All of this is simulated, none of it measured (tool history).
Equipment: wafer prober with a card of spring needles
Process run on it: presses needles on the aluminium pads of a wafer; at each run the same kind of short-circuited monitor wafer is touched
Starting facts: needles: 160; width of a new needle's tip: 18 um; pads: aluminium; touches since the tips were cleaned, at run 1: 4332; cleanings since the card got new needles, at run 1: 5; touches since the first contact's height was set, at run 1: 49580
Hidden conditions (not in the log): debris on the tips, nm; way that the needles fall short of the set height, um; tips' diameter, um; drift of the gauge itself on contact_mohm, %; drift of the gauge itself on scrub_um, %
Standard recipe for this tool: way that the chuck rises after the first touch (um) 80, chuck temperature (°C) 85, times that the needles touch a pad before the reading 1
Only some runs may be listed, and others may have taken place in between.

run     day  way that the chuck rises after the first touch (um)  chuck temperature (°C)  times that the needles touch a pad before the reading  touches since the tips were cleaned  cleanings since the card got new needles  touches since the first contact's height was set  resistance of one needle with its contact and lead (mohm)  way that a needle slides on the pad (um)
  1   0.000                                                   80                      85                                                      1                                 4332                                         5                                             49580                                                        255                                    15.033
  2   0.254                                                   80                      85                                                      2                                 6307                                         5                                             51555                                                        255                                    15.016
      0.588  -- tips cleaned on abrasive film
  3   0.588                                                   80                      85                                                      2                                    0                                         6                                             54090                                                        248                                    15.027
  4   0.875                                                   94                      85                                                      1                                 2228                                         6                                             56318                                                        252                                    17.632
  5   1.442                                                   94                      85                                                      1                                 6606                                         6                                             60696                                                        252                                    17.585
      1.733  -- tips cleaned on abrasive film
  6   1.850                                                   94                      85                                                      1                                  884                                         7                                             63824                                                        250                                    17.594
  7   2.367                                                   80                      85                                                      3                                 4899                                         7                                             67839                                                        254                                    14.939
  8   2.683                                                   67                      85                                                      1                                 7340                                         7                                             70280                                                        264                                    12.497
      2.879  -- tips cleaned on abrasive film
      3.083  -- height of the first contact set anew
  9   3.233                                                   86                      85                                                      1                                 2645                                         8                                              1153                                                        251                                    15.990
 10   3.725                                                   86                      85                                                      2                                 6446                                         8                                              4954                                                        255                                    15.985
      4.029  -- tips cleaned on abrasive film
 11   4.050                                                   63                      85                                                      1                                  163                                         9                                              7452                                                        256                                    11.671
 12   4.383                                                   80                      85                                                      1                                 2742                                         9                                             10031                                                        252                                    14.850
 13   4.646                                                   80                      85                                                      1                                 4766                                         9                                             12055                                                        256                                    14.811
      5.175  -- tips cleaned on abrasive film
 14   5.192                                                   80                      85                                                      1                                  121                                        10                                             16238                                                        254                                    14.777
 15   5.800                                                   80                      85                                                      1                                 4851                                        10                                             20968                                                        259                                    14.755
      6.108  -- gauge calibrated
 16   6.183                                                   80                      85                                                      1                                 7800                                        10                                             23917                                                        255                                    15.048
      6.321  -- tips cleaned on abrasive film
 17   6.658                                                   80                      85                                                      1                                 2587                                        11                                             27555                                                        253                                    15.009
 18   7.183                                                   80                      85                                                      3                                 6675                                        11                                             31643                                                        258                                    14.996
      7.446  -- tips cleaned on abrasive film
 19   7.521                                                   80                      85                                                      3                                  576                                        12                                             34213                                                        254                                    14.970
 20   8.117                                                   80                      85                                                      3                                 5176                                        12                                             38813                                                        255                                    14.955
 21   8.429                                                   67                      96                                                      3                                 7618                                        12                                             41255                                                        259                                    12.517
      8.575  -- tips cleaned on abrasive film
 22   8.908                                                   66                      37                                                      2                                 2577                                        13                                             44925                                                        244                                    12.289
 23   9.483                                                   61                      71                                                      2                                 7034                                        13                                             49382                                                        253                                    11.353
      9.708  -- tips cleaned on abrasive film
 24   9.892                                                   61                      71                                                      2                                 1425                                        14                                             52510                                                        261                                    11.331
 25  10.383                                                   61                      83                                                      2                                 5223                                        14                                             56308                                                        258                                    11.314
 26  10.721                                                   93                      30                                                      2                                 7825                                        14                                             58910                                                        236                                    17.219
     10.825  -- tips cleaned on abrasive film
 27  11.238                                                   77                      46                                                      2                                 3193                                        15                                             62897                                                        246                                    14.232
 28  11.567                                                   67                      66                                                      2                                 5740                                        15                                             65444                                                        249                                    12.385
 29  11.896                                                   67                      66                                                      2                                 8281                                        15                                             67985                                                        257                                    12.354

Forecast run 30:
     11.983  -- tips cleaned on abrasive film
 30  12.408                                                   61                      98                                                      1                                 3282                                        16                                             71905                                                          ?                                         ?

resistance of one needle with its contact and lead (mohm): 255
way that a needle slides on the pad (um): 11.222
With no hidden state in the tool, this same run would have given resistance of one needle with its contact and lead (mohm) 254, way that a needle slides on the pad (um) 11.475.

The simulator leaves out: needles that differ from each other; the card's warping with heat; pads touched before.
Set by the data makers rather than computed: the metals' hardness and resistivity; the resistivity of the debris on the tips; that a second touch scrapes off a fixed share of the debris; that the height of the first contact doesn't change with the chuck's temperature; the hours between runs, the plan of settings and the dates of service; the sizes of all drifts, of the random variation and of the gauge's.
